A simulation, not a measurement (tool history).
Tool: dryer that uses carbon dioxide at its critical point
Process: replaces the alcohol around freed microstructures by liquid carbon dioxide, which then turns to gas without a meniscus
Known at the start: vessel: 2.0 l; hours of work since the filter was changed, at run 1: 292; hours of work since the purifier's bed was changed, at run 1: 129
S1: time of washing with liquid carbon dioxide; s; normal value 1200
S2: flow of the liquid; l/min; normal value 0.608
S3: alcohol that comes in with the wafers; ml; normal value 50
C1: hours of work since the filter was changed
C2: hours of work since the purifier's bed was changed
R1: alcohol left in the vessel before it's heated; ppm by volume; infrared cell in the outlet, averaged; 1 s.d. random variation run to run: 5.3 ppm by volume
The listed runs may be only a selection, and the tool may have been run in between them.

{"run": 1, "day": 0.0, "S1": 1200, "S2": 0.608, "S3": 50, "C1": 292, "C2": 129, "R1": 199}
{"run": 2, "day": 1.067, "S1": 1200, "S2": 0.392, "S3": 50, "C1": 311, "C2": 148, "R1": 1152}
{"run": 3, "day": 1.725, "S1": 1200, "S2": 0.392, "S3": 67, "C1": 323, "C2": 160, "R1": 1586}
{"run": 4, "day": 2.258, "S1": 1200, "S2": 0.392, "S3": 67, "C1": 333, "C2": 170, "R1": 1573}
{"run": 5, "day": 2.908, "S1": 1320, "S2": 0.392, "S3": 67, "C1": 345, "C2": 182, "R1": 1210}
{"run": 6, "day": 3.783, "S1": 1320, "S2": 0.608, "S3": 50, "C1": 361, "C2": 198, "R1": 163}
{"day": 3.896, "done": "inlet filter changed"}
{"run": 7, "day": 4.675, "S1": 1200, "S2": 0.608, "S3": 50, "C1": 14, "C2": 213, "R1": 151}
{"run": 8, "day": 5.512, "S1": 1200, "S2": 0.608, "S3": 50, "C1": 29, "C2": 229, "R1": 154}
{"run": 9, "day": 6.454, "S1": 1200, "S2": 0.608, "S3": 50, "C1": 47, "C2": 246, "R1": 158}
{"run": 10, "day": 7.033, "S1": 1200, "S2": 0.608, "S3": 33, "C1": 57, "C2": 256, "R1": 112}
{"run": 11, "day": 7.608, "S1": 1200, "S2": 0.608, "S3": 33, "C1": 68, "C2": 267, "R1": 124}
{"run": 12, "day": 8.779, "S1": 1200, "S2": 0.608, "S3": 33, "C1": 89, "C2": 288, "R1": 123}
{"run": 13, "day": 10.038, "S1": 1200, "S2": 0.608, "S3": 33, "C1": 112, "C2": 311, "R1": 132}
{"run": 14, "day": 10.679, "S1": 1200, "S2": 0.608, "S3": 33, "C1": 124, "C2": 323, "R1": 136}
{"run": 15, "day": 11.583, "S1": 1200, "S2": 0.608, "S3": 33, "C1": 140, "C2": 339, "R1": 140}
{"run": 16, "day": 12.633, "S1": 1200, "S2": 0.608, "S3": 33, "C1": 159, "C2": 358, "R1": 148}
{"run": 17, "day": 13.508, "S1": 1200, "S2": 0.608, "S3": 33, "C1": 175, "C2": 374, "R1": 143}
{"run": 18, "day": 14.675, "S1": 720, "S2": 0.608, "S3": 33, "C1": 197, "C2": 396, "R1": 862}
{"run": 19, "day": 15.375, "S1": 1200, "S2": 0.608, "S3": 50, "C1": 209, "C2": 408, "R1": 217}
{"run": 20, "day": 16.258, "S1": 1200, "S2": 0.608, "S3": 50, "C1": 225, "C2": 424, "R1": 226}
{"run": 21, "day": 17.542, "S1": 1200, "S2": 0.495, "S3": 50, "C1": 249, "C2": 448, "R1": 528}
{"run": 22, "day": 18.471, "S1": 1200, "S2": 0.495, "S3": 50, "C1": 266, "C2": 465, "R1": 538}
{"run": 23, "day": 19.392, "S1": 1200, "S2": 0.495, "S3": 50, "C1": 282, "C2": 482, "R1": 555}
{"run": 24, "day": 20.221, "S1": 1200, "S2": 0.608, "S3": 50, "C1": 298, "C2": 497, "R1": 256}
{"run": 25, "day": 21.375, "S1": 1200, "S2": 0.608, "S3": 50, "C1": 319, "C2": 518, "R1": 267}
{"day": 21.646, "done": "purifier's bed changed"}
{"run": 26, "day": 22.812, "S1": 1380, "S2": 0.727, "S3": 29, "C1": 343, "C2": 21, "R1": 28}
{"run": 27, "day": 23.517, "S1": 1380, "S2": 0.727, "S3": 29, "C1": 355, "C2": 34, "R1": 25}
{"day": 23.921, "done": "inlet filter changed"}
{"run": 28, "day": 24.879, "S1": 1380, "S2": 0.727, "S3": 29, "C1": 18, "C2": 58, "R1": 17}
{"run": 29, "day": 25.871, "S1": 1200, "S2": 1.019, "S3": 111, "C1": 36, "C2": 76, "R1": 16}
{"run": 30, "day": 26.783, "S1": 1800, "S2": 0.378, "S3": 41, "C1": 52, "C2": 93, "R1": 184}
{"run": 31, "day": 27.95, "S1": 1800, "S2": 0.639, "S3": 78, "C1": 73, "C2": 114, "R1": 33}
{"run": 32, "day": 28.838, "S1": 1800, "S2": 0.639, "S3": 78, "C1": 90, "C2": 130, "R1": 26}
{"run": 33, "day": 29.746, "S1": 1260, "S2": 0.825, "S3": 44, "C1": 106, "C2": 147, "R1": 28}
{"run": 34, "day": 31.058, "S1": 1140, "S2": 0.414, "S3": 43, "C1": 130, "C2": 171, "R1": 847}
{"run": 35, "day": 32.233, "S1": 1800, "S2": 0.608, "S3": 50, "C1": 152, "C2": 192, "R1": 40}
{"run": 36, "day": 33.454, "S1": 1380, "S2": 0.608, "S3": 50, "C1": 174, "C2": 215, "R1": 103}
{"run": 37, "day": 34.379, "S1": 1380, "S2": 0.608, "S3": 50, "C1": 191, "C2": 231, "R1": 108}
{"run": 38, "day": 35.392, "S1": 1800, "S2": 0.52, "S3": 41, "C1": 209, "C2": 250, "R1": 77}
{"run": 39, "day": 36.196, "S1": 1800, "S2": 0.52, "S3": 41, "C1": 224, "C2": 265, "R1": 78}
{"run": 40, "day": 36.767, "S1": 1320, "S2": 0.758, "S3": 28, "C1": 234, "C2": 275, "R1": 47}
{"run": 41, "day": 37.6, "S1": 1320, "S2": 0.758, "S3": 28, "C1": 249, "C2": 290, "R1": 54}
{"run": 42, "day": 38.688, "S1": 1260, "S2": 0.786, "S3": 28, "C1": 269, "C2": 310, "R1": 53}
{"run": 43, "day": 39.904, "S1": 900, "S2": 0.826, "S3": 38, "C1": 291, "C2": 332, "R1": 179}
{"run": 44, "day": 41.042, "S1": 900, "S2": 0.826, "S3": 38, "C1": 312, "C2": 353, "R1": 172}
{"run": 45, "day": 42.183, "S1": 900, "S2": 0.826, "S3": 38, "C1": 333, "C2": 374, "R1": 174}
{"run": 46, "day": 43.154, "S1": 1320, "S2": 0.63, "S3": 34, "C1": 351, "C2": 391, "R1": 133}
{"day": 43.829, "done": "inlet filter changed"}
{"run": 47, "day": 44.225, "S1": 1800, "S2": 0.442, "S3": 43, "C1": 7, "C2": 410, "R1": 112}

Some steps in R1 between neighbouring runs. How much of each would the tool show without its hidden state too (settings, what came in, random variation), and how much is left for the hidden state, with any gauge scatter that isn't in both results?
The tool's hidden condition here consists of: flow that reaches the vessel past the clogged filter, %; alcohol in the recycled carbon dioxide, ppm; drift of the gauge itself on alcohol_ppm, %.
Run 1 -> 2: S2 0.608 -> 0.392. R1 +953 ppm by volume: hidden state +249, all else +704.
Run 2 -> 3: S3 50 -> 67. R1 +434 ppm by volume: hidden state +138, all else +296.
Run 5 -> 6: S2 0.392 -> 0.608, S3 67 -> 50. R1 -1047 ppm by volume: hidden state -328, all else -719.
Run 33 -> 34: S1 1260 -> 1140, S2 0.825 -> 0.414, S3 44 -> 43. R1 +819 ppm by volume: hidden state +117, all else +702.

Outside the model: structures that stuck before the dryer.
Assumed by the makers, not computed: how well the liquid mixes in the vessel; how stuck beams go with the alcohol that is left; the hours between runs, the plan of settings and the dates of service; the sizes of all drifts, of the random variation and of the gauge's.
